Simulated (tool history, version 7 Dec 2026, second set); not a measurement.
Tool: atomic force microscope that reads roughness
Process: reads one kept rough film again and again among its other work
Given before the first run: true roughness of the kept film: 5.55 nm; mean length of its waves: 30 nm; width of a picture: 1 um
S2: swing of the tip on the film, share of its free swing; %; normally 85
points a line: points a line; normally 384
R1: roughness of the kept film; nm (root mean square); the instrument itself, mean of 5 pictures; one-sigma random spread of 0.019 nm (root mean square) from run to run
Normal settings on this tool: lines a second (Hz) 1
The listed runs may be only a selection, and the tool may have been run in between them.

Run 1, hour 0: usual settings. Result: R1 4.432 nm (root mean square).
Run 2, hour 21.6: usual settings but points a line 571. Result: R1 4.269 nm (root mean square).
At hour 49.1: new tip fitted.
Run 3, hour 56.2: usual settings but points a line 571. Result: R1 4.586 nm (root mean square).
Run 4, hour 96.7: usual settings but S2 57 %, points a line 571. Result: R1 4.319 nm (root mean square).
At hour 122.5: new tip fitted.
Run 5, hour 130.6: usual settings but S2 57 %, points a line 571. Result: R1 4.783 nm (root mean square).
At hour 134.4: height scale calibrated on a step standard.
Run 6, hour 156.4: usual settings. Result: R1 4.308 nm (root mean square).
Run 7, hour 191.3: usual settings. Result: R1 3.987 nm (root mean square).
At hour 197.3: new tip fitted.
Run 8, hour 215: usual settings but lines a second (Hz) 0.61, S2 61 %, points a line 381. Result: R1 4.624 nm (root mean square).
Run 9, hour 241: usual settings but lines a second (Hz) 0.61, S2 61 %, points a line 381. Result: R1 4.372 nm (root mean square).
Run 10, hour 261.2: usual settings but lines a second (Hz) 0.88, S2 61 %, points a line 786. Result: R1 4.186 nm (root mean square).
At hour 271.3: new tip fitted.
At hour 292.1: height scale calibrated on a step standard, once more.
Run 11, hour 296.2: usual settings but S2 57 %, points a line 570. Result: R1 4.562 nm (root mean square).

Subtracting, for every run, the result it would have given without the tool's unlogged condition from the measured result gives the following. The same run-to-run variation enters both numbers; the gauge's scatter may not:
The tool's hidden condition here consists of: radius of the tip, nm; height scale over the true one, %; drift of the gauge itself on roughness_nm, %.
run      R1
  1  -0.224
  2  -0.456
  3  -0.093
  4  -0.547
  5  -0.113
  6  -0.394
  7  -0.688
  8   -0.22
  9  -0.497
 10  -0.704
 11  -0.317

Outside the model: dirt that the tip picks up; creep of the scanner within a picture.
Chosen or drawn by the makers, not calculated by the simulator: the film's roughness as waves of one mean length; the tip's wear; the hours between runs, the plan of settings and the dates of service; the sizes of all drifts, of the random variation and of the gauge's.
